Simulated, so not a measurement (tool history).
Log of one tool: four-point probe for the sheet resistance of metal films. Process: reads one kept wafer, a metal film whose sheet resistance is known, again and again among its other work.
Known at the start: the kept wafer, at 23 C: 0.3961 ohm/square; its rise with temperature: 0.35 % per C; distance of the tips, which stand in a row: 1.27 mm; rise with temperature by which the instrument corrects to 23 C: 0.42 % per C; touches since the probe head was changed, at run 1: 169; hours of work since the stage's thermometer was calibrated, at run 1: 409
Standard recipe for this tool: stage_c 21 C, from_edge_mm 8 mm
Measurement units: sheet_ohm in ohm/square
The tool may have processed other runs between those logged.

run   hour  stage_c  from_edge_mm  touches since the probe head was changed  hours of work since the stage's thermometer was calibrated  sheet_ohm
  1    0.0       21             8                                       169                                                         409   0.399446
  2   21.5       32             8                                       378                                                         419   0.396609
  3   47.5       32             8                                       632                                                         430   0.396644
  4   64.5       21             8                                       797                                                         437   0.399450
  5   78.9       21             8                                       938                                                         443   0.399484
  6   95.7       21             8                                      1102                                                         450   0.399457
  7  114.9       21             8                                      1288                                                         458   0.399469
  8  133.7       21             8                                      1472                                                         466   0.399294
  9  157.5       21             7                                      1703                                                         476   0.401127
 10  174.4       21             7                                      1868                                                         483   0.401051
 11  205.0       21             7                                      2166                                                         496   0.400988
 12  224.1       21             7                                      2353                                                         504   0.401098
 13  249.7       31             8                                      2602                                                         515   0.396934
 14  271.8       32             8                                      2818                                                         525   0.396724
 15  301.1       21            28                                      3103                                                         537   0.394776
 16  322.9       21            24                                      3316                                                         546   0.394716
     325.2  -- stage's thermometer calibrated
 17  338.8       21            24                                      3466                                                           6   0.394875
 18  358.4       21             5                                      3657                                                          14   0.407491
 19  382.9       21             8                                      3895                                                          24   0.399620
 20  401.5       21            18                                      4077                                                          32   0.395423
 21  431.2       30             8                                      4367                                                          45   0.397476
 22  444.7       30             8                                      4498                                                          51   0.397377
 23  472.8       21             8                                      4772                                                          63   0.399538
 24  489.2       21             6                                      4932                                                          70   0.403483
     501.2  -- stage's thermometer calibrated, once more
 25  507.1       20             8                                      5101                                                           2   0.399595
 26  522.8       22            38                                      5254                                                           9   0.393979
 27  536.0       22             4                                      5383                                                          15   0.414069
 28  556.5       32            13                                      5583                                                          23   0.393338
 29  572.1       25             7                                      5735                                                          30   0.400116
 30  597.5       28            27                                      5982                                                          41   0.392814
 31  623.3       22            45                                      6234                                                          52   0.394078
 32  643.5       26            36                                      6431                                                          60   0.393219
 33  664.8       21             4                                      6638                                                          69   0.414398
 34  683.0       21             4                                      6816                                                          77   0.414490
 35  697.1       21             3                                      6953                                                          83   0.428605
 36  716.2       28            10                                      7139                                                          91   0.395787
 37  736.7       28            54                                      7339                                                         100   0.392611
 38  759.1       21            10                                      7557                                                         109   0.397668
 39  777.8       23            52                                      7739                                                         117   0.393932
 40  804.6       27            32                                      8001                                                         129   0.392958
 41  832.1       27            32                                      8268                                                         140   0.392949
 42  853.8       27            32                                      8480                                                         149   0.393131
 43  874.9       24             7                                      8686                                                         158   0.400237
 44  891.0       24             7                                      8843                                                         165   0.400241
 45  905.7       31            39                                      8986                                                         171   0.392006

Alternative continuations, all from the tool just after run 45; predict every row:
  A  932.4       18             4                                      9247                                                         183          ?
  B  932.4       24             4                                      9247                                                         183          ?
  C  932.4       32            18                                      9247                                                         183          ?
  D  932.4       20             5                                      9247                                                         183          ?

run  sheet_ohm
  A   0.415584
  B   0.413747
  C   0.392545
  D   0.407745
Had the tool no hidden state, the same runs would have come out as:
run  sheet_ohm
  A   0.418026
  B   0.416180
  C   0.394865
  D   0.410145
